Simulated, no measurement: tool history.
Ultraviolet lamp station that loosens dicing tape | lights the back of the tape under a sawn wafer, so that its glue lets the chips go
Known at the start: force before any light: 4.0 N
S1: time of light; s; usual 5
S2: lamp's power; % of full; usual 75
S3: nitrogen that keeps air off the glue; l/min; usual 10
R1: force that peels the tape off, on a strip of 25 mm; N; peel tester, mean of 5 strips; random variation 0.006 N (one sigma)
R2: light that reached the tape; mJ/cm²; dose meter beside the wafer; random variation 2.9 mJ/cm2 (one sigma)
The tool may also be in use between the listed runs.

run,day,S1,S2,S3,R1,R2
1,0,5,75,10,0.244,353
2,0.933,5,75,8,0.278,352
3,1.95,5,75,10,0.231,352
4,2.967,8,75,10,0.115,565
5,3.762,7,75,10,0.129,488
6,4.642,5,75,6,0.327,346
7,5.908,4,72,4,0.738,265
8,7.046,8,93,4,0.14,686
9,7.662,8,97,13,0.099,717

Run 10 comes next. What will it give?
10,8.517,6,100,4,?,?

R1: 0.196 N
R2: 549 mJ/cm²
Without the tool's hidden state the same run would have given R1 0.145 N, R2 666 mJ/cm².

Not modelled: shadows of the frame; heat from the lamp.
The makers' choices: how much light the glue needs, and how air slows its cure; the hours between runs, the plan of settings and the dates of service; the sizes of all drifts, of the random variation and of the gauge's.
